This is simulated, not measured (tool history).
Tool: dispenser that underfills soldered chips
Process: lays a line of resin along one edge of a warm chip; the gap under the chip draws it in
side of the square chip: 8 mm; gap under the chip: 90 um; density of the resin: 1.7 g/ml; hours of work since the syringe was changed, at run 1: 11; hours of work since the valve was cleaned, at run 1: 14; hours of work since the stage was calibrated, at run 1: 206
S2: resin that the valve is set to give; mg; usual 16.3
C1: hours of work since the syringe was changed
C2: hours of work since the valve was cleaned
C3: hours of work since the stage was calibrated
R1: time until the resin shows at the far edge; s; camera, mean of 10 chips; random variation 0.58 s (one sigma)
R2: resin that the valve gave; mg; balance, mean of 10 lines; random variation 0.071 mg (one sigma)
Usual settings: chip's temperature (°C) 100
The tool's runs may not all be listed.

run 1 hour=0.0 | chip's_temperature_(°C)=100 S2=16.3 | C1=11 C2=14 C3=206 | R1=85.3 R2=16.03
-- hour=1.0 new syringe of resin
run 2 hour=7.1 | chip's_temperature_(°C)=100 S2=16.3 | C1=5 C2=19 C3=211 | R1=60.6 R2=16.17
run 3 hour=12.7 | chip's_temperature_(°C)=114 S2=16.3 | C1=9 C2=24 C3=215 | R1=51.3 R2=15.96
-- hour=16.7 new syringe of resin
run 4 hour=19.0 | chip's_temperature_(°C)=100 S2=19.1 | C1=2 C2=28 C3=220 | R1=51.3 R2=18.65
run 5 hour=24.6 | chip's_temperature_(°C)=100 S2=19.1 | C1=6 C2=33 C3=224 | R1=65.6 R2=18.76
run 6 hour=30.0 | chip's_temperature_(°C)=100 S2=19.1 | C1=10 C2=37 C3=228 | R1=81.0 R2=18.50
-- hour=32.5 new syringe of resin
run 7 hour=34.2 | chip's_temperature_(°C)=99 S2=13.9 | C1=1 C2=40 C3=231 | R1=52.9 R2=13.45
run 8 hour=40.0 | chip's_temperature_(°C)=92 S2=20.8 | C1=6 C2=44 C3=236 | R1=80.7 R2=20.09
run 9 hour=44.1 | chip's_temperature_(°C)=112 S2=18.5 | C1=9 C2=48 C3=239 | R1=53.1 R2=17.90
-- hour=48.1 new syringe of resin
run 10 hour=49.4 | chip's_temperature_(°C)=112 S2=18.5 | C1=1 C2=52 C3=243 | R1=35.3 R2=17.95
run 11 hour=56.3 | chip's_temperature_(°C)=108 S2=18.5 | C1=6 C2=57 C3=248 | R1=52.1 R2=17.82

Forecast each of these 4 alternatives for the next run:
run A hour=61.1 | chip's_temperature_(°C)=110 S2=15.0 | C1=10 C2=61 C3=252 | R1=? R2=?
run B hour=61.1 | chip's_temperature_(°C)=111 S2=18.4 | C1=10 C2=61 C3=252 | R1=? R2=?
run C hour=61.1 | chip's_temperature_(°C)=97 S2=16.3 | C1=10 C2=61 C3=252 | R1=? R2=?
run D hour=61.1 | chip's_temperature_(°C)=99 S2=16.3 | C1=10 C2=61 C3=252 | R1=? R2=?

run=A R1=60.8 R2=14.42
run=B R1=58.1 R2=17.65
run=C R1=88.0 R2=15.63
run=D R1=83.6 R2=15.66
Without the tool's hidden state the same runs would have given:
run=A R1=37.1 R2=15.00
run=B R1=35.5 R2=18.37
run=C R1=54.1 R2=16.26
run=D R1=51.4 R2=16.29

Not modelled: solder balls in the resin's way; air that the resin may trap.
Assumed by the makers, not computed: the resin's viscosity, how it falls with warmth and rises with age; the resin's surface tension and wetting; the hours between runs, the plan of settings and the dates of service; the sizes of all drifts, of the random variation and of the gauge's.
